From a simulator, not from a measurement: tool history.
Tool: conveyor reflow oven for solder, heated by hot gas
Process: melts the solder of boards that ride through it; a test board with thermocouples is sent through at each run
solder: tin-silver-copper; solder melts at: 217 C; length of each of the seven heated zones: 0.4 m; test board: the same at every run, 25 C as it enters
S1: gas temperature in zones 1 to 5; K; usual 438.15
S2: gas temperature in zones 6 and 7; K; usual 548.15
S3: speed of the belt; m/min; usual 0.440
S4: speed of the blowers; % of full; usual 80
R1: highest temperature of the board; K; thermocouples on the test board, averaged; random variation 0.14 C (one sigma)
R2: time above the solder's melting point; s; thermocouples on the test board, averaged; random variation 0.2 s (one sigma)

{"run": 1, "hour": 0.0, "S1": 438.15, "S2": 548.15, "S3": 0.44, "S4": 80, "R1": 533.65, "R2": 86.1}
{"run": 2, "hour": 7.5, "S1": 438.15, "S2": 548.15, "S3": 0.44, "S4": 80, "R1": 533.75, "R2": 86.2}
{"run": 3, "hour": 23.1, "S1": 438.15, "S2": 548.15, "S3": 0.44, "S4": 80, "R1": 533.45, "R2": 85.8}
{"run": 4, "hour": 37.6, "S1": 439.15, "S2": 548.15, "S3": 0.44, "S4": 80, "R1": 533.55, "R2": 86.7}
{"run": 5, "hour": 52.2, "S1": 439.15, "S2": 548.15, "S3": 0.44, "S4": 80, "R1": 533.35, "R2": 86.6}
{"run": 6, "hour": 61.7, "S1": 439.15, "S2": 548.15, "S3": 0.44, "S4": 80, "R1": 533.75, "R2": 86.6}
{"run": 7, "hour": 74.0, "S1": 439.15, "S2": 548.15, "S3": 0.44, "S4": 80, "R1": 533.35, "R2": 86.5}
{"run": 8, "hour": 82.3, "S1": 439.15, "S2": 548.15, "S3": 0.425, "S4": 80, "R1": 534.55, "R2": 90.7}
{"run": 9, "hour": 92.5, "S1": 439.15, "S2": 548.15, "S3": 0.425, "S4": 80, "R1": 534.45, "R2": 90.9}
{"hour": 98.6, "done": "flux residue cleaned out of gas plates and filters"}
{"run": 10, "hour": 110.9, "S1": 439.15, "S2": 548.15, "S3": 0.425, "S4": 80, "R1": 534.45, "R2": 90.6}
{"run": 11, "hour": 117.7, "S1": 439.15, "S2": 548.15, "S3": 0.425, "S4": 80, "R1": 533.95, "R2": 90.6}
{"run": 12, "hour": 127.2, "S1": 438.15, "S2": 548.15, "S3": 0.363, "S4": 80, "R1": 538.55, "R2": 111.3}
{"run": 13, "hour": 141.8, "S1": 427.15, "S2": 556.15, "S3": 0.457, "S4": 75, "R1": 535.45, "R2": 79.5}
{"hour": 150.0, "done": "flux residue cleaned out of gas plates and filters, once more"}
{"run": 14, "hour": 156.6, "S1": 427.15, "S2": 556.15, "S3": 0.457, "S4": 75, "R1": 537.15, "R2": 80.5}
{"run": 15, "hour": 171.0, "S1": 427.15, "S2": 556.15, "S3": 0.457, "S4": 75, "R1": 536.75, "R2": 80.8}
{"run": 16, "hour": 180.9, "S1": 427.15, "S2": 556.15, "S3": 0.457, "S4": 75, "R1": 536.55, "R2": 81.0}
{"run": 17, "hour": 189.4, "S1": 427.15, "S2": 556.15, "S3": 0.457, "S4": 75, "R1": 536.45, "R2": 80.8}
{"run": 18, "hour": 199.1, "S1": 427.15, "S2": 556.15, "S3": 0.457, "S4": 75, "R1": 536.65, "R2": 80.8}
{"run": 19, "hour": 207.1, "S1": 438.15, "S2": 541.15, "S3": 0.44, "S4": 54, "R1": 521.35, "R2": 72.1}
{"run": 20, "hour": 218.9, "S1": 438.15, "S2": 541.15, "S3": 0.44, "S4": 54, "R1": 521.15, "R2": 72.0}

3 ways to go on from here, each from the tool as it stands after run 20. What would each give?
{"run": "A", "hour": 230.8, "S1": 438.15, "S2": 537.15, "S3": 0.384, "S4": 66, "R1": "?", "R2": "?"}
{"run": "B", "hour": 230.8, "S1": 438.15, "S2": 548.15, "S3": 0.422, "S4": 75, "R1": "?", "R2": "?"}
{"run": "C", "hour": 230.8, "S1": 438.15, "S2": 540.15, "S3": 0.384, "S4": 80, "R1": "?", "R2": "?"}

run=A R1=525.35 R2=91.4
run=B R1=533.85 R2=90.9
run=C R1=530.45 R2=97.7
Without the tool's hidden state the same runs would have given:
run=A R1=524.05 R2=88.7
run=B R1=532.65 R2=88.6
run=C R1=529.15 R2=95.2
